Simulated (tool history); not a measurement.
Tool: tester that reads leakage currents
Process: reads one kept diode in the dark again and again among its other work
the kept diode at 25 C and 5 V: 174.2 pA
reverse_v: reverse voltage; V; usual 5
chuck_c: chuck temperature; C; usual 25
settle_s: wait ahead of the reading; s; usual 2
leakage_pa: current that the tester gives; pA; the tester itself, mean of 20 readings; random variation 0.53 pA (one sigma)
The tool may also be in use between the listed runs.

run,day,reverse_v,chuck_c,settle_s,leakage_pa
1,0,5,25,2,174.77
2,1.983,5,25,2,174.3
3,4.225,5,25,2,174.31
4,7.408,5,25,2,174.42
5,9.158,5,25,2,175.14
6,11.225,5,25,2,174.28
7,12.892,5,25,2,174.29
8,16.233,5,25,2,175.13
9,18.525,5,51,2,1549.18
10,20.696,5,25,7.33,174.3
11,24.342,5,25,7.33,174.03
12,27.288,5,25,7.33,175.7
13,30.408,5,25,2,175.08
14,32.717,5,25,2,174.51
15,36.442,5,25,2,174.63
16,38.15,5,25,2,174.2
17,41.592,5,21,2,121.29
18,44.071,5,21,2,120.58
19,45.929,5,21,2,120.41
20,48.333,5,21,2,121.47
21,50.971,1.59,34,3.42,260.01
22,53.188,1.59,34,3.42,258.97
23,56.054,1.59,34,3.42,259.8
24,59.471,1.59,34,3.42,259.12
25,62.162,1.59,34,3.42,260.8
26,65.517,4.85,37,8.62,493.69
# day 65.796: probe card cleaned and baked
27,69.346,2.66,36,3.83,369.17
28,72.758,2.73,58,7.26,2124.11
29,74.742,5,28,0.48,230.41
30,76.933,5,28,0.48,230.37
# day 78.875: chuck's temperature calibrated
31,78.875,5,28,0.48,232.06
32,81.367,5,41,2,696.15
33,83.379,4.17,25,2,163.86
34,86.062,4.55,25,5.55,168.49
35,89.192,11.84,29,5.65,338.08
36,92.279,5,42,7.75,755.63
37,94.325,5,46,2,1045.05
38,96.1,5,46,2,1043.69
39,99.225,4.87,44,1.24,885.04
40,101.888,1.17,42,2.32,456.31

3 ways to go on from here, each from the tool as it stands after run 40. What would each give?
A,104.129,18.33,28,7.16,?
B,104.129,5,26,2.98,?
C,104.129,13.42,39,0.69,?

run,leakage_pa
A,359.72
B,190.67
C,837.07
Without the tool's hidden state the same runs would have given:
run,leakage_pa
A,359.62
B,190.67
C,837.15
